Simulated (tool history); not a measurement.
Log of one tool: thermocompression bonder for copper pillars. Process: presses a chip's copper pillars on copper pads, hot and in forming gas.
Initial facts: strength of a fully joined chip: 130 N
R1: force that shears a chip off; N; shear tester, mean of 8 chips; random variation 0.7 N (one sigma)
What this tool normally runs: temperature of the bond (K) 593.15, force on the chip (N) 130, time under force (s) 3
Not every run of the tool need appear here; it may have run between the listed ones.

run 1 hour=0 | temperature_of_the_bond_(K)=593.15 force_on_the_chip_(N)=130 time_under_force_(s)=3 | R1=95.3
run 2 hour=14.7 | temperature_of_the_bond_(K)=618.15 force_on_the_chip_(N)=130 time_under_force_(s)=3 | R1=104.7
run 3 hour=38.3 | temperature_of_the_bond_(K)=618.15 force_on_the_chip_(N)=130 time_under_force_(s)=3 | R1=102.7
run 4 hour=64.2 | temperature_of_the_bond_(K)=593.15 force_on_the_chip_(N)=130 time_under_force_(s)=3 | R1=92.3
run 5 hour=90.5 | temperature_of_the_bond_(K)=593.15 force_on_the_chip_(N)=130 time_under_force_(s)=3 | R1=90.9
run 6 hour=102.6 | temperature_of_the_bond_(K)=593.15 force_on_the_chip_(N)=130 time_under_force_(s)=3 | R1=91.5
run 7 hour=120.3 | temperature_of_the_bond_(K)=593.15 force_on_the_chip_(N)=130 time_under_force_(s)=3 | R1=88.3
-- hour=124.4 forming gas filter changed
run 8 hour=133 | temperature_of_the_bond_(K)=593.15 force_on_the_chip_(N)=125 time_under_force_(s)=3 | R1=96.3
run 9 hour=158.6 | temperature_of_the_bond_(K)=593.15 force_on_the_chip_(N)=130 time_under_force_(s)=3 | R1=96.3
run 10 hour=170.1 | temperature_of_the_bond_(K)=593.15 force_on_the_chip_(N)=130 time_under_force_(s)=3 | R1=95.7
run 11 hour=191 | temperature_of_the_bond_(K)=593.15 force_on_the_chip_(N)=130 time_under_force_(s)=3 | R1=95
run 12 hour=201.9 | temperature_of_the_bond_(K)=570.15 force_on_the_chip_(N)=130 time_under_force_(s)=3 | R1=83.9
run 13 hour=225.9 | temperature_of_the_bond_(K)=571.15 force_on_the_chip_(N)=130 time_under_force_(s)=3 | R1=81.7
run 14 hour=240.5 | temperature_of_the_bond_(K)=615.15 force_on_the_chip_(N)=130 time_under_force_(s)=2 | R1=92.7
run 15 hour=264.2 | temperature_of_the_bond_(K)=615.15 force_on_the_chip_(N)=130 time_under_force_(s)=2 | R1=91.7
-- hour=287.6 forming gas filter changed
run 16 hour=289.3 | temperature_of_the_bond_(K)=613.15 force_on_the_chip_(N)=84 time_under_force_(s)=6 | R1=96.9
run 17 hour=303.4 | temperature_of_the_bond_(K)=612.15 force_on_the_chip_(N)=125 time_under_force_(s)=2 | R1=97.2
run 18 hour=323.1 | temperature_of_the_bond_(K)=612.15 force_on_the_chip_(N)=125 time_under_force_(s)=2 | R1=94.4
run 19 hour=345.4 | temperature_of_the_bond_(K)=612.15 force_on_the_chip_(N)=163 time_under_force_(s)=3 | R1=114.3
run 20 hour=358.8 | temperature_of_the_bond_(K)=584.15 force_on_the_chip_(N)=80 time_under_force_(s)=2 | R1=53
run 21 hour=380.8 | temperature_of_the_bond_(K)=595.15 force_on_the_chip_(N)=80 time_under_force_(s)=3 | R1=66
run 22 hour=401.8 | temperature_of_the_bond_(K)=595.15 force_on_the_chip_(N)=80 time_under_force_(s)=3 | R1=64.1
run 23 hour=427.6 | temperature_of_the_bond_(K)=566.15 force_on_the_chip_(N)=155 time_under_force_(s)=3 | R1=90.7
-- hour=449.5 forming gas filter changed
run 24 hour=450.3 | temperature_of_the_bond_(K)=566.15 force_on_the_chip_(N)=155 time_under_force_(s)=3 | R1=98
run 25 hour=472.4 | temperature_of_the_bond_(K)=608.15 force_on_the_chip_(N)=174 time_under_force_(s)=2 | R1=112.6

3 options for the next run, each taken on its own from the tool as it stands now. Forecast them:
run A hour=492.9 | temperature_of_the_bond_(K)=612.15 force_on_the_chip_(N)=171 time_under_force_(s)=4 | R1=?
run B hour=492.9 | temperature_of_the_bond_(K)=573.15 force_on_the_chip_(N)=112 time_under_force_(s)=6 | R1=?
run C hour=492.9 | temperature_of_the_bond_(K)=622.15 force_on_the_chip_(N)=125 time_under_force_(s)=3 | R1=?

run=A R1=120.1
run=B R1=95
run=C R1=107
The same runs, with their run-to-run variation unchanged, on a tool lacking any hidden condition would have given:
run=A R1=121
run=B R1=91.4
run=C R1=105.2
